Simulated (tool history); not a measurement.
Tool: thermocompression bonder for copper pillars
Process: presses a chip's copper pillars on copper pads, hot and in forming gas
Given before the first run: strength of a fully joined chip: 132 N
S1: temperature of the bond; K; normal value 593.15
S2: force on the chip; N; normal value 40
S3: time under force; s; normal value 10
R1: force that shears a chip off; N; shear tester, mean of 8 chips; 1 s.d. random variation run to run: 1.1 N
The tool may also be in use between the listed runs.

Run 1, day 0: usual settings. Result: R1 93.9 N.
Run 2, day 1.112: usual settings but S2 32 N. Result: R1 79.6 N.
Run 3, day 2.008: usual settings. Result: R1 91.5 N.
Run 4, day 2.725: usual settings. Result: R1 93.8 N.
Run 5, day 3.642: usual settings. Result: R1 91.8 N.
Run 6, day 4.4: usual settings. Result: R1 90.5 N.
Run 7, day 5.008: usual settings. Result: R1 91.6 N.
Run 8, day 6.262: usual settings. Result: R1 91.2 N.
Run 9, day 7.175: usual settings but S1 619.15 K. Result: R1 105.9 N.
Run 10, day 8.212: usual settings but S1 619.15 K. Result: R1 104.7 N.
Run 11, day 9.617: usual settings but S1 619.15 K. Result: R1 105.3 N.
Run 12, day 10.796: usual settings but S1 619.15 K. Result: R1 104.2 N.
Run 13, day 11.725: usual settings but S1 619.15 K. Result: R1 102.2 N.
Run 14, day 12.588: usual settings but S1 619.15 K. Result: R1 105.7 N.
Run 15, day 13.688: usual settings but S1 619.15 K. Result: R1 102.6 N.
Run 16, day 14.712: usual settings but S1 619.15 K. Result: R1 104.5 N.
Run 17, day 15.717: usual settings but S1 603.15 K. Result: R1 94.5 N.
Run 18, day 17: usual settings but S1 603.15 K. Result: R1 95.3 N.
Run 19, day 18.033: usual settings but S3 7 s. Result: R1 82.2 N.
Run 20, day 18.783: usual settings. Result: R1 88.6 N.
Run 21, day 19.475: usual settings but S2 34 N, S3 23 s. Result: R1 99.1 N.
Run 22, day 20.2: usual settings but S2 34 N, S3 23 s. Result: R1 97.5 N.
Run 23, day 20.862: usual settings but S2 34 N, S3 23 s. Result: R1 97.8 N.
Run 24, day 21.612: usual settings but S1 612.15 K. Result: R1 98.4 N.
Run 25, day 22.55: usual settings but S1 612.15 K, S2 29 N. Result: R1 81.4 N.
Run 26, day 23.729: usual settings but S1 612.15 K, S2 29 N, S3 7 s. Result: R1 74.8 N.
Run 27, day 24.812: usual settings but S2 45 N, S3 14 s. Result: R1 99.4 N.
Run 28, day 25.642: usual settings but S2 45 N, S3 14 s. Result: R1 100.8 N.
Run 29, day 26.679: usual settings but S1 620.15 K, S2 26 N, S3 30 s. Result: R1 103.6 N.
Run 30, day 27.554: usual settings but S1 615.15 K. Result: R1 98.4 N.
Run 31, day 28.554: usual settings but S1 573.15 K, S3 28 s. Result: R1 97.2 N.
Run 32, day 29.196: usual settings but S1 582.15 K, S2 55 N, S3 24 s. Result: R1 110.2 N.
Run 33, day 30.075: usual settings but S1 566.15 K. Result: R1 72 N.
At day 31.371: forming gas filter changed.
Run 34, day 31.425: usual settings but S1 597.15 K, S2 38 N, S3 15 s. Result: R1 104.2 N.
Run 35, day 32.479: usual settings but S1 597.15 K, S2 38 N, S3 15 s. Result: R1 105.7 N.
Run 36, day 33.554: usual settings but S1 584.15 K, S2 25 N, S3 20 s. Result: R1 80.3 N.
Run 37, day 34.542: usual settings but S2 46 N, S3 14 s. Result: R1 111.6 N.
Run 38, day 35.192: usual settings but S2 46 N, S3 14 s. Result: R1 110.4 N.

Expected results for the next run?
Run 39, day 35.908: usual settings but S1 614.15 K. Result: R1 ?.

{"run 39": {"R1": 108.5}}
If the tool had no hidden condition, the same run with the same run-to-run variation would have returned R1 105.6 N.
